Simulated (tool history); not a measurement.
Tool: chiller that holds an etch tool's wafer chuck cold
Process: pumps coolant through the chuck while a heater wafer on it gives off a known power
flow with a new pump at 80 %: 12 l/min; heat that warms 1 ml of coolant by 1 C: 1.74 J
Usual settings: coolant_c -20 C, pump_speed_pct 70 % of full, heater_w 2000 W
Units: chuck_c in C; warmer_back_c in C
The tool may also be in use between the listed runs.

Run 1, hour 0: usual settings. Result: chuck_c 3.4 C, warmer_back_c 6.53 C.
At hour 101.1: chiller's thermometer calibrated.
Run 2, hour 101.9: usual settings. Result: chuck_c 3.5 C, warmer_back_c 6.53 C.
Run 3, hour 199.8: usual settings. Result: chuck_c 3.6 C, warmer_back_c 6.52 C.
Run 4, hour 289.3: usual settings. Result: chuck_c 3.4 C, warmer_back_c 6.46 C.
Run 5, hour 394.2: usual settings. Result: chuck_c 3.3 C, warmer_back_c 6.46 C.
Run 6, hour 463: usual settings. Result: chuck_c 3.3 C, warmer_back_c 6.51 C.
Run 7, hour 563.1: usual settings. Result: chuck_c 3.4 C, warmer_back_c 6.5 C.
Run 8, hour 678.5: usual settings. Result: chuck_c 3.4 C, warmer_back_c 6.43 C.
Run 9, hour 738.7: usual settings but heater_w 1049 W. Result: chuck_c -7.7 C, warmer_back_c 3.31 C.
Run 10, hour 832.4: usual settings. Result: chuck_c 3.4 C, warmer_back_c 6.46 C.
Run 11, hour 930.8: usual settings but coolant_c -25 C. Result: chuck_c -1.6 C, warmer_back_c 6.38 C.
Run 12, hour 1018: usual settings but coolant_c -25 C. Result: chuck_c -1.6 C, warmer_back_c 6.41 C.
Run 13, hour 1119.3: usual settings but coolant_c -27 C, pump_speed_pct 80 % of full. Result: chuck_c -5.3 C, warmer_back_c 5.61 C.
Run 14, hour 1192.1: usual settings but coolant_c -24 C, pump_speed_pct 85 % of full, heater_w 2085 W. Result: chuck_c -2.2 C, warmer_back_c 5.52 C.
Run 15, hour 1255.2: usual settings but coolant_c -24 C, pump_speed_pct 85 % of full, heater_w 2085 W. Result: chuck_c -2.2 C, warmer_back_c 5.5 C.
Run 16, hour 1377.8: usual settings but coolant_c -24 C, pump_speed_pct 85 % of full, heater_w 2085 W. Result: chuck_c -2.2 C, warmer_back_c 5.46 C.
Run 17, hour 1452.5: usual settings but coolant_c -30 C, pump_speed_pct 69 % of full, heater_w 1780 W. Result: chuck_c -8.9 C, warmer_back_c 5.71 C.
Run 18, hour 1509.3: usual settings but coolant_c -18 C, pump_speed_pct 99 % of full, heater_w 2581 W. Result: chuck_c 7 C, warmer_back_c 5.8 C.
Run 19, hour 1580.4: usual settings but coolant_c -12 C, pump_speed_pct 79 % of full, heater_w 1492 W. Result: chuck_c 4.3 C, warmer_back_c 4.12 C.
Run 20, hour 1653.5: usual settings but coolant_c -12 C, pump_speed_pct 79 % of full, heater_w 1492 W. Result: chuck_c 4.4 C, warmer_back_c 4.1 C.
Run 21, hour 1761.4: usual settings but heater_w 2012 W. Result: chuck_c 3.5 C, warmer_back_c 6.32 C.
Run 22, hour 1870: usual settings but coolant_c -16 C, pump_speed_pct 99 % of full, heater_w 1008 W. Result: chuck_c -6.3 C, warmer_back_c 2.1 C.
Run 23, hour 1949.4: usual settings but coolant_c -24 C, pump_speed_pct 79 % of full. Result: chuck_c -2.2 C, warmer_back_c 5.54 C.

Hidden state or all else? Some run-to-run changes of warmer_back_c, split into what the settings, what came in and random variation would give without the hidden state, and what is left for the hidden state (with any gauge scatter that isn't in both results):
The hidden state here: heat passed by the chuck's channels, % of clean ones'; flow at a given pump speed, % of a new pump's; coolant's true temperature over the reading, C; drift of the gauge itself on chuck_c, C; drift of the gauge itself on warmer_back_c, C.
Run 4 -> 5: no setting changed, nothing entered. warmer_back_c +0 C: hidden state -0.02, all else +0.02.
Run 7 -> 8: no setting changed, nothing entered. warmer_back_c -0.07 C: hidden state -0.02, all else -0.05.
Run 21 -> 22: coolant_c -20 -> -16, pump_speed_pct 70 -> 99, heater_w 2012 -> 1008. warmer_back_c -4.22 C: hidden state -0.02, all else -4.2.
Run 22 -> 23: coolant_c -16 -> -24, pump_speed_pct 99 -> 79, heater_w 1008 -> 2000. warmer_back_c +3.44 C: hidden state +0, all else +3.44.
